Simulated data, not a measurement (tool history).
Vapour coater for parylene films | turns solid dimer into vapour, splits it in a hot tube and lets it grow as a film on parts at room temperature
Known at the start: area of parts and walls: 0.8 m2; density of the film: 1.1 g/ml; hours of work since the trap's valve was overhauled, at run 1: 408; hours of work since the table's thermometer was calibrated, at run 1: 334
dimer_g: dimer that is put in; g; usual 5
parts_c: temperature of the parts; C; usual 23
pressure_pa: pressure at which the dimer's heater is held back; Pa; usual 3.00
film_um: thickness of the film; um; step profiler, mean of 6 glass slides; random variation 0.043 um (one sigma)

| run | hour | dimer_g | parts_c | pressure_pa | hours of work since the trap's valve was overhauled | hours of work since the table's thermometer was calibrated | film_um |
|---|---|---|---|---|---|---|---|
| 1 | 0.0 | 5 | 23 | 3.00 | 408 | 334 | 4.43 |
| 2 | 28.9 | 5 | 23 | 3.00 | 421 | 347 | 4.49 |
| 3 | 44.3 | 5 | 30 | 3.00 | 428 | 354 | 3.84 |
| 4 | 57.9 | 5 | 23 | 3.00 | 434 | 360 | 4.42 |
| 5 | 75.8 | 5 | 23 | 3.00 | 442 | 368 | 4.44 |
| 6 | 106.6 | 3 | 23 | 3.00 | 456 | 382 | 2.66 |
|  | 129.6 | trap's valve overhauled |
| 7 | 134.9 | 3 | 23 | 3.00 | 2 | 393 | 2.76 |
| 8 | 151.3 | 3 | 23 | 3.00 | 10 | 401 | 2.78 |
| 9 | 172.6 | 3 | 23 | 3.00 | 20 | 410 | 2.78 |
| 10 | 193.1 | 3 | 23 | 3.00 | 29 | 420 | 2.76 |
| 11 | 216.0 | 3 | 23 | 3.00 | 39 | 430 | 2.77 |
| 12 | 237.4 | 5 | 23 | 3.00 | 49 | 440 | 4.61 |
| 13 | 252.7 | 5 | 23 | 3.00 | 56 | 447 | 4.57 |
| 14 | 273.3 | 5 | 23 | 3.00 | 65 | 456 | 4.67 |
| 15 | 293.7 | 5 | 23 | 3.00 | 74 | 465 | 4.69 |
| 16 | 322.2 | 5 | 23 | 3.00 | 87 | 478 | 4.56 |
| 17 | 343.5 | 5 | 20 | 3.00 | 97 | 488 | 5.03 |
| 18 | 361.7 | 5 | 15 | 3.00 | 105 | 496 | 5.43 |
| 19 | 383.5 | 5 | 23 | 7.51 | 115 | 506 | 4.00 |
| 20 | 406.7 | 5 | 22 | 2.33 | 126 | 517 | 4.86 |
| 21 | 434.8 | 5 | 22 | 2.33 | 139 | 530 | 4.82 |
| 22 | 463.8 | 5 | 22 | 2.33 | 152 | 543 | 4.84 |
| 23 | 480.8 | 3 | 28 | 3.00 | 159 | 550 | 2.44 |
| 24 | 510.4 | 3 | 28 | 3.00 | 173 | 564 | 2.43 |
| 25 | 527.1 | 3 | 30 | 4.56 | 180 | 571 | 2.22 |
| 26 | 548.1 | 8 | 18 | 3.00 | 190 | 581 | 8.02 |
| 27 | 579.2 | 6 | 22 | 2.97 | 204 | 595 | 5.57 |
| 28 | 603.8 | 6 | 22 | 2.97 | 215 | 606 | 5.59 |

4 ways to go on from here, each from the tool as it stands after run 28. What would each give?
| A | 622.5 | 4 | 31 | 2.97 | 224 | 615 | ? |
| B | 622.5 | 2 | 22 | 4.70 | 224 | 615 | ? |
| C | 622.5 | 4 | 31 | 2.97 | 224 | 615 | ? |
| D | 622.5 | 6 | 22 | 8.83 | 224 | 615 | ? |

| run | film_um |
|---|---|
| A | 3.05 |
| B | 1.71 |
| C | 3.00 |
| D | 4.68 |
Without the tool's hidden state the same runs would have given:
| run | film_um |
|---|---|
| A | 3.16 |
| B | 1.77 |
| C | 3.11 |
| D | 4.85 |

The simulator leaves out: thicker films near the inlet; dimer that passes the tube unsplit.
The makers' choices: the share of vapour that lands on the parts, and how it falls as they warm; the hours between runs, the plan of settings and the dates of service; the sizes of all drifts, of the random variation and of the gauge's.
